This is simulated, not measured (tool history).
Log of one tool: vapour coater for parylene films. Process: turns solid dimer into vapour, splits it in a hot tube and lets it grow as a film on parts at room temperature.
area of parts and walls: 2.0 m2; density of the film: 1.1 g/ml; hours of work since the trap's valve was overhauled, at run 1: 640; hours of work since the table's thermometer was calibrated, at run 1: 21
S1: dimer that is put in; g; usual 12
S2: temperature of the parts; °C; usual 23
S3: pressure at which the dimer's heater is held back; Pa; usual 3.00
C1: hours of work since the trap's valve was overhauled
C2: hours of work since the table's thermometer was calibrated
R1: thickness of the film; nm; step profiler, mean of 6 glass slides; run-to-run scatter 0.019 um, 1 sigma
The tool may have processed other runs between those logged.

run	hour	S1	S2	S3	C1	C2	R1
1	0.0	12	23	3.00	640	21	4500
# hour 7.5: trap's valve overhauled
2	19.3	12	23	11.20	9	33	3980
3	40.5	12	23	3.00	25	49	4510
4	55.9	12	23	3.00	36	60	4490
5	69.7	12	23	3.00	47	70	4470
6	83.5	12	23	3.00	57	81	4510
7	97.0	12	23	3.00	67	91	4500
8	109.7	12	17	3.00	77	101	5360
9	128.5	12	23	8.49	91	115	4110
10	140.6	12	18	4.04	100	124	5330
11	155.6	12	18	4.04	111	135	5310
12	172.0	12	18	4.04	124	147	5330
13	182.1	12	18	4.04	131	155	5350
14	205.6	6	23	3.00	149	173	2240
15	228.8	6	23	3.00	167	190	2240
16	248.2	6	23	3.00	181	205	2270
17	261.0	10	30	3.00	191	214	2810

For run 18, what comes out?
18	283.7	5	35	3.00	208	232	?

For run 18 the tool returned R1 1160 nm.
On a tool with no hidden condition, and with the same random variation, this run would have come out at R1 1160 nm.

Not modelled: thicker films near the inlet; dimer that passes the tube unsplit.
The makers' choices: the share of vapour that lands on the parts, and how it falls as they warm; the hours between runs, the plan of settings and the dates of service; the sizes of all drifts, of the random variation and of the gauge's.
